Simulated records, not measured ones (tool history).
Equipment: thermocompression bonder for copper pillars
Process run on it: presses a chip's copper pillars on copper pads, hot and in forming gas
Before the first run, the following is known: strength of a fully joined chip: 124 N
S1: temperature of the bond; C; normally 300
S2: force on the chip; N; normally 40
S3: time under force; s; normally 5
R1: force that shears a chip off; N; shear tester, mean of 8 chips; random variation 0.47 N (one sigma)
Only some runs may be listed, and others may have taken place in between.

run 1 hour=0 | S1=300 S2=40 S3=5 | R1=53.1
run 2 hour=53.5 | S1=300 S2=40 S3=3 | R1=43.7
run 3 hour=92.4 | S1=300 S2=40 S3=3 | R1=44.3
run 4 hour=140.2 | S1=300 S2=40 S3=5 | R1=52.2
run 5 hour=185.1 | S1=300 S2=40 S3=5 | R1=52.7
-- hour=213.8 forming gas filter changed
run 6 hour=230.7 | S1=300 S2=40 S3=5 | R1=53.3
run 7 hour=265.3 | S1=300 S2=40 S3=5 | R1=53.4
run 8 hour=321.2 | S1=300 S2=40 S3=6 | R1=56.7
run 9 hour=364.4 | S1=296 S2=46 S3=4 | R1=50.7
run 10 hour=416.5 | S1=296 S2=46 S3=4 | R1=50.1
run 11 hour=462 | S1=287 S2=40 S3=5 | R1=45
-- hour=501.6 heater calibrated with a thermocouple chip
run 12 hour=509.4 | S1=287 S2=40 S3=5 | R1=45.4
-- hour=528.5 forming gas filter changed
run 13 hour=539.7 | S1=329 S2=30 S3=4 | R1=56.5
run 14 hour=570.7 | S1=329 S2=30 S3=4 | R1=57.4

Each row is a separate what-if for the run after 14, all from the same tool condition, not one after another. Results?
run A hour=617.8 | S1=272 S2=59 S3=5 | R1=?
run B hour=617.8 | S1=321 S2=44 S3=4 | R1=?
run C hour=617.8 | S1=276 S2=31 S3=10 | R1=?

run=A R1=46.3
run=B R1=64
run=C R1=44.7
The same runs, with their run-to-run variation unchanged, on a tool lacking any hidden condition would have given:
run=A R1=46.4
run=B R1=64.1
run=C R1=44.8

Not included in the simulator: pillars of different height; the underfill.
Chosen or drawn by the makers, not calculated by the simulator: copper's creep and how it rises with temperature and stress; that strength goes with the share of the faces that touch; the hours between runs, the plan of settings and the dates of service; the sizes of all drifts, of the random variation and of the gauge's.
